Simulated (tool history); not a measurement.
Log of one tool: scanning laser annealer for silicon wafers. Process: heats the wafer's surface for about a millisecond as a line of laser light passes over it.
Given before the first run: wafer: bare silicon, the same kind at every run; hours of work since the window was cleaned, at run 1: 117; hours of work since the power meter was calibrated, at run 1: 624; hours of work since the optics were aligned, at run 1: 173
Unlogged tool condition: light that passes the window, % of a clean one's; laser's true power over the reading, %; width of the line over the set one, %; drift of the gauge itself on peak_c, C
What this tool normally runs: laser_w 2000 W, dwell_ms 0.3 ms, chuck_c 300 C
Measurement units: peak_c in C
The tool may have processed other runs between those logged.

run,hour,laser_w,dwell_ms,chuck_c,hours of work since the window was cleaned,hours of work since the power meter was calibrated,hours of work since the optics were aligned,peak_c
1,0,2000,0.3,300,117,624,173,1021
2,57.3,2000,0.3,286,159,666,215,1008
3,88.1,2000,0.3,300,181,688,237,1020
4,149.4,2000,0.3,300,226,733,282,1019
5,207.9,1998,0.3,300,268,775,324,1020
6,262.8,1886,0.3,300,308,815,364,970
7,317.6,1886,0.3,300,348,855,404,970
8,362.9,1886,0.3,300,381,888,437,969
# hour 376.3: window over the wafer cleaned
9,426.6,2000,0.3,305,36,933,481,1023
10,486.7,2000,0.3,305,80,976,525,1022
11,530,2000,0.3,306,112,1008,556,1027
12,592.8,2000,0.3,306,157,1053,602,1025
13,648,2000,0.3,306,197,1093,642,1022
14,686.8,2000,0.3,306,225,1121,670,1024
15,730.7,2000,0.3,335,257,1153,702,1056
16,790.4,2000,0.3,335,300,1196,745,1053
17,836.1,1721,0.3,335,334,1230,778,936
18,894.1,1721,0.283,335,376,1272,821,913
# hour 916.1: window over the wafer cleaned
19,924.1,2000,0.3,300,6,1292,841,1018
20,970.2,2000,0.3,300,39,1325,874,1019
21,1001.7,2000,0.3,300,62,1348,897,1018
22,1050.9,2103,0.3,300,98,1384,933,1064
23,1109.8,1803,0.249,315,141,1427,976,887
24,1139.9,1803,0.225,292,162,1449,997,828
25,1193,2013,0.378,330,201,1487,1036,1155
26,1239.3,2052,0.3,279,234,1521,1070,1016
27,1306.2,1889,0.3,286,283,1569,1118,958
28,1339.3,1889,0.3,286,307,1593,1142,959
29,1374,1889,0.3,286,332,1618,1167,956
30,1439.7,1889,0.3,286,380,1666,1215,954
# hour 1456.4: window over the wafer cleaned
31,1479.2,1897,0.212,288,17,1693,1242,842
32,1509.4,1897,0.212,288,38,1715,1264,839
33,1560.2,1744,0.212,299,75,1752,1301,798
34,1595.4,2137,0.363,300,101,1778,1326,1169
35,1625.3,2081,0.3,300,123,1799,1348,1052
36,1673.2,1893,0.284,295,157,1834,1383,949
37,1732.6,1893,0.284,295,200,1877,1426,949
# hour 1786.5: optics aligned, line set to its width
38,1804.5,1997,0.284,335,249,1926,13,1032
39,1869.9,1997,0.284,335,296,1973,60,1026
40,1927.7,1952,0.307,306,338,2015,102,1015
41,1988.1,1752,0.298,319,382,2059,146,934
# hour 2002.2: window over the wafer cleaned
42,2056.3,2137,0.298,261,39,2107,194,1033

What if the next run were any one of these 3? Each begins from the tool's condition after run 42:
A,2091.1,1906,0.3,318,64,2132,220,?
B,2091.1,2000,0.3,336,64,2132,220,?
C,2091.1,2068,0.289,334,64,2132,220,?

run,peak_c
A,997
B,1054
C,1064
Without the tool's hidden state the same runs would have given:
run,peak_c
A,998
B,1054
C,1065
